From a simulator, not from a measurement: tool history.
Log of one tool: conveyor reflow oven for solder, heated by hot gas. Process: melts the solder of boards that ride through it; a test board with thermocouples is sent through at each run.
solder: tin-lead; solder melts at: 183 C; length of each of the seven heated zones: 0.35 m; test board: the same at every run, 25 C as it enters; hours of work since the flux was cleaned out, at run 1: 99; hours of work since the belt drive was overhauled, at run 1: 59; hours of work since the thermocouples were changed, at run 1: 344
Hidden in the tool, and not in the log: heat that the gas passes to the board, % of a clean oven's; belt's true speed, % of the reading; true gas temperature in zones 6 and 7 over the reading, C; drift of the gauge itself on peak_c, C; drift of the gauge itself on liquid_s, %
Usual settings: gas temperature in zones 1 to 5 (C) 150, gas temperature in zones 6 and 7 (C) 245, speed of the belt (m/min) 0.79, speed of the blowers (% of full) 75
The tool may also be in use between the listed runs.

run	hour	gas temperature in zones 1 to 5 (C)	gas temperature in zones 6 and 7 (C)	speed of the belt (m/min)	speed of the blowers (% of full)	hours of work since the flux was cleaned out	hours of work since the belt drive was overhauled	hours of work since the thermocouples were changed	highest temperature of the board (C)	time above the solder's melting point (s)
1	0	150	245	0.79	75	99	59	344	228.5	48.03
2	39.7	150	245	0.79	75	130	90	375	228.1	47.99
3	73.2	146	245	0.79	75	156	116	400	227.2	46.55
# hour 86.7: flux residue cleaned out of gas plates and filters
4	116.6	146	245	0.79	75	23	145	430	228.1	46.81
5	151.4	146	245	0.79	75	50	172	457	227.8	46.78
6	190.1	146	245	0.79	75	80	202	487	227.6	46.66
7	243.1	146	245	0.79	75	121	243	528	227.4	46.54
# hour 263.7: thermocouples of zones 6 and 7 changed
8	270.5	146	245	0.79	75	141	263	5	227.8	46.76
# hour 306.2: flux residue cleaned out of gas plates and filters
9	318.8	150	245	0.79	75	10	296	39	229.4	48.53
10	362.6	161	245	0.79	75	44	330	73	231.1	52.43
11	410.5	161	245	0.79	75	81	367	110	230.6	52.25
12	433.5	161	245	0.79	75	98	385	127	230.7	52.26
13	485.5	161	245	0.79	75	139	425	168	230.5	52.14
# hour 520.6: flux residue cleaned out of gas plates and filters
14	527.3	157	245	0.79	75	5	454	196	230.4	50.96
15	552.4	157	245	0.79	75	25	473	216	230.6	50.94
16	595.8	144	257	0.856	75	58	507	249	235.5	45.39
17	620.3	144	257	0.856	75	77	526	268	235.2	45.44
18	655.5	145	245	0.917	87	104	553	295	224.7	38.83
19	696.8	148	256	0.776	60	136	585	327	234.9	51.26
# hour 736: flux residue cleaned out of gas plates and filters
20	750.5	150	240	0.79	57	11	622	365	221.3	45
21	786.5	150	246	0.79	75	39	650	393	229.9	48.8
22	826.7	150	251	0.79	75	70	681	424	233.9	50.37
23	864.3	150	251	0.79	75	99	710	453	233.7	50.31
24	917.9	158	250	0.672	75	141	752	494	238.4	63.15
# hour 951.4: flux residue cleaned out of gas plates and filters
25	975.1	162	250	0.672	75	18	792	535	239.3	64.69
# hour 987.8: thermocouples of zones 6 and 7 changed
26	1010.6	162	250	0.672	75	44	818	18	240.5	65.08
27	1051.6	147	245	0.847	75	76	850	49	226.8	43.71
28	1106.3	150	248	0.73	75	118	892	92	234.4	54.8
29	1132.4	144	238	0.899	73	138	912	112	217.4	36.14
30	1158.1	150	245	0.783	75	158	932	132	229.4	49.23

Measured less the same run without the tool's hidden state. The same run-to-run variation is in both; the gauge's scatter may not be:
run	highest temperature of the board (C)	time above the solder's melting point (s)
1	-1	-0.42
2	-1.3	-0.5
3	-1.6	-0.63
4	-0.8	-0.31
5	-1	-0.37
6	-1.3	-0.46
7	-1.6	-0.58
8	-1.2	-0.4
9	-0.1	+0.08
10	-0.3	+0.06
11	-0.5	+0.01
12	-0.7	-0.02
13	-1	-0.07
14	-0.3	+0.15
15	-0.4	+0.11
16	-0.7	+0
17	-0.8	-0.04
18	-1.1	-0.27
19	-1.2	-0.1
20	-0.4	+0.1
21	-0.7	+0.08
22	-0.8	+0.06
23	-1.1	+0.01
24	-1.3	+0.19
25	-0.7	+0.33
26	+0.5	+0.7
27	+0.1	+0.4
28	-0.1	+0.48
29	-0.5	+0
30	-0.5	+0.26

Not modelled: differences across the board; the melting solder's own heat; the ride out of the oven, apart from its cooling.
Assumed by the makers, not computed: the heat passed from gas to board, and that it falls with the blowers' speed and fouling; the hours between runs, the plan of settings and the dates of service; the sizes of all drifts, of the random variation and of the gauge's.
